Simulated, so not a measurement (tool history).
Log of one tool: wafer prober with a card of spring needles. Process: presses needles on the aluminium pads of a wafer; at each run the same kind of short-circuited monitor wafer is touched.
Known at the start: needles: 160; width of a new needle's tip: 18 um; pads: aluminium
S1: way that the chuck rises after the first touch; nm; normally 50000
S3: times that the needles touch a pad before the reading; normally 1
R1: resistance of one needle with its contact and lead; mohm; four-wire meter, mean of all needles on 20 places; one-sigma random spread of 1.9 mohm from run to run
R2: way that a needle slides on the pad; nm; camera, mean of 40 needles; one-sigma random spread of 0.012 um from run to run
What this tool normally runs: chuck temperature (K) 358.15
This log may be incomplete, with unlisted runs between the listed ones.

run 1 hour=0 | S1=50000 chuck_temperature_(K)=358.15 S3=1 | R1=362 R2=10660
-- hour=9.6 tips cleaned on abrasive film
run 2 hour=25.3 | S1=50000 chuck_temperature_(K)=358.15 S3=1 | R1=369 R2=10660
-- hour=34.4 tips cleaned on abrasive film
run 3 hour=46.6 | S1=50000 chuck_temperature_(K)=358.15 S3=1 | R1=357 R2=10630
-- hour=60.5 tips cleaned on abrasive film
run 4 hour=64.2 | S1=68000 chuck_temperature_(K)=358.15 S3=1 | R1=237 R2=14500
run 5 hour=80 | S1=68000 chuck_temperature_(K)=358.15 S3=1 | R1=287 R2=14480
-- hour=81.7 height of the first contact set anew
-- hour=87 tips cleaned on abrasive film
run 6 hour=106 | S1=50000 chuck_temperature_(K)=358.15 S3=1 | R1=380 R2=10590
-- hour=111.8 tips cleaned on abrasive film
run 7 hour=117.7 | S1=55000 chuck_temperature_(K)=301.15 S3=1 | R1=288 R2=11640
-- hour=135.9 tips cleaned on abrasive film
run 8 hour=144.4 | S1=56000 chuck_temperature_(K)=305.15 S3=3 | R1=226 R2=11850
run 9 hour=156.1 | S1=46000 chuck_temperature_(K)=358.15 S3=1 | R1=420 R2=9730
-- hour=160.3 tips cleaned on abrasive film
run 10 hour=170.2 | S1=46000 chuck_temperature_(K)=358.15 S3=1 | R1=374 R2=9710
-- hour=185.9 tips cleaned on abrasive film
run 11 hour=193 | S1=46000 chuck_temperature_(K)=358.15 S3=1 | R1=355 R2=9710

Measured less the same run without the tool's hidden state. The same run-to-run variation is in both; the gauge's scatter may not be:
Hidden state present: debris on the tips, nm; way that the needles fall short of the set height, um; tips' diameter, um; drift of the gauge itself on contact_mohm, %; drift of the gauge itself on scrub_um, %.
run=1 R1=+163 R2=-30
run=2 R1=+171 R2=-40
run=3 R1=+160 R2=-60
run=4 R1=+51 R2=-60
run=5 R1=+102 R2=-70
run=6 R1=+181 R2=-90
run=7 R1=+109 R2=-110
run=8 R1=+45 R2=-120
run=9 R1=+218 R2=-120
run=10 R1=+174 R2=-130
run=11 R1=+154 R2=-150
